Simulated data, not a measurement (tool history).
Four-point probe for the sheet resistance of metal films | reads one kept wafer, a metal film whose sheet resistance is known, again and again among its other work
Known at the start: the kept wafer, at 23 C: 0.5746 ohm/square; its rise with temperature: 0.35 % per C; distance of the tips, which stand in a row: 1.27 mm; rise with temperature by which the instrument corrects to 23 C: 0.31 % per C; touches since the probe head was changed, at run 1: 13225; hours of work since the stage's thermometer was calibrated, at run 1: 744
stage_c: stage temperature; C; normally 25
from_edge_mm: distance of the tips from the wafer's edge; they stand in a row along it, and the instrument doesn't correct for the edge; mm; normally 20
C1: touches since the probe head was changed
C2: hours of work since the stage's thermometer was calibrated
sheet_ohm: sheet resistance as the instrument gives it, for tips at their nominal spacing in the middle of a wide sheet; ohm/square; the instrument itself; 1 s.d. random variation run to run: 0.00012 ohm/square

run 1 day=0 | stage_c=25 from_edge_mm=20 | C1=13225 C2=744 | sheet_ohm=0.572934
run 2 day=0.542 | stage_c=25 from_edge_mm=20 | C1=13617 C2=753 | sheet_ohm=0.572907
run 3 day=1.196 | stage_c=25 from_edge_mm=25 | C1=14090 C2=764 | sheet_ohm=0.572639
run 4 day=1.708 | stage_c=25 from_edge_mm=13 | C1=14459 C2=772 | sheet_ohm=0.574678
run 5 day=2.342 | stage_c=25 from_edge_mm=13 | C1=14915 C2=783 | sheet_ohm=0.574457
run 6 day=2.983 | stage_c=25 from_edge_mm=20 | C1=15381 C2=793 | sheet_ohm=0.572757
run 7 day=3.558 | stage_c=25 from_edge_mm=20 | C1=15796 C2=803 | sheet_ohm=0.572722
run 8 day=4.2 | stage_c=25 from_edge_mm=20 | C1=16260 C2=814 | sheet_ohm=0.572429
run 9 day=4.604 | stage_c=25 from_edge_mm=20 | C1=16551 C2=820 | sheet_ohm=0.572783
run 10 day=5.096 | stage_c=21 from_edge_mm=20 | C1=16906 C2=829 | sheet_ohm=0.571476
run 11 day=5.729 | stage_c=21 from_edge_mm=20 | C1=17364 C2=839 | sheet_ohm=0.57141
run 12 day=6.517 | stage_c=21 from_edge_mm=20 | C1=17931 C2=852 | sheet_ohm=0.571337
run 13 day=7.212 | stage_c=21 from_edge_mm=20 | C1=18434 C2=864 | sheet_ohm=0.571503
run 14 day=7.7 | stage_c=21 from_edge_mm=20 | C1=18786 C2=872 | sheet_ohm=0.571619
run 15 day=8.35 | stage_c=21 from_edge_mm=20 | C1=19255 C2=883 | sheet_ohm=0.571393
run 16 day=8.725 | stage_c=22 from_edge_mm=14 | C1=19527 C2=889 | sheet_ohm=0.572788
run 17 day=9.283 | stage_c=22 from_edge_mm=14 | C1=19931 C2=898 | sheet_ohm=0.572923
run 18 day=9.604 | stage_c=31 from_edge_mm=3 | C1=20164 C2=904 | sheet_ohm=0.622835
run 19 day=10.021 | stage_c=33 from_edge_mm=5 | C1=20465 C2=911 | sheet_ohm=0.592498
run 20 day=10.742 | stage_c=33 from_edge_mm=5 | C1=20983 C2=923 | sheet_ohm=0.592424
run 21 day=11.496 | stage_c=34 from_edge_mm=27 | C1=21531 C2=935 | sheet_ohm=0.574254
run 22 day=12.233 | stage_c=19 from_edge_mm=17 | C1=22062 C2=948 | sheet_ohm=0.571152
run 23 day=12.575 | stage_c=19 from_edge_mm=52 | C1=22310 C2=953 | sheet_ohm=0.569658
run 24 day=13.004 | stage_c=34 from_edge_mm=24 | C1=22618 C2=960 | sheet_ohm=0.574236
run 25 day=13.396 | stage_c=22 from_edge_mm=19 | C1=22903 C2=967 | sheet_ohm=0.571653
run 26 day=13.817 | stage_c=26 from_edge_mm=73 | C1=23205 C2=974 | sheet_ohm=0.571246
run 27 day=14.317 | stage_c=19 from_edge_mm=7 | C1=23567 C2=982 | sheet_ohm=0.579376
run 28 day=15.088 | stage_c=26 from_edge_mm=19 | C1=24123 C2=995 | sheet_ohm=0.572798
run 29 day=15.496 | stage_c=25 from_edge_mm=13 | C1=24418 C2=1002 | sheet_ohm=0.57377

Alternative continuations, all from the tool just after run 29; predict every row:
run A day=15.883 | stage_c=20 from_edge_mm=5 | C1=24697 C2=1008 | sheet_ohm=?
run B day=15.883 | stage_c=25 from_edge_mm=10 | C1=24697 C2=1008 | sheet_ohm=?
run C day=15.883 | stage_c=33 from_edge_mm=58 | C1=24697 C2=1008 | sheet_ohm=?
run D day=15.883 | stage_c=28 from_edge_mm=13 | C1=24697 C2=1008 | sheet_ohm=?

run=A sheet_ohm=0.588619
run=B sheet_ohm=0.575712
run=C sheet_ohm=0.573165
run=D sheet_ohm=0.574425
With the hidden condition removed and each run's random variation left untouched, the same runs would have given:
run=A sheet_ohm=0.592992
run=B sheet_ohm=0.57999
run=C sheet_ohm=0.577416
run=D sheet_ohm=0.578691
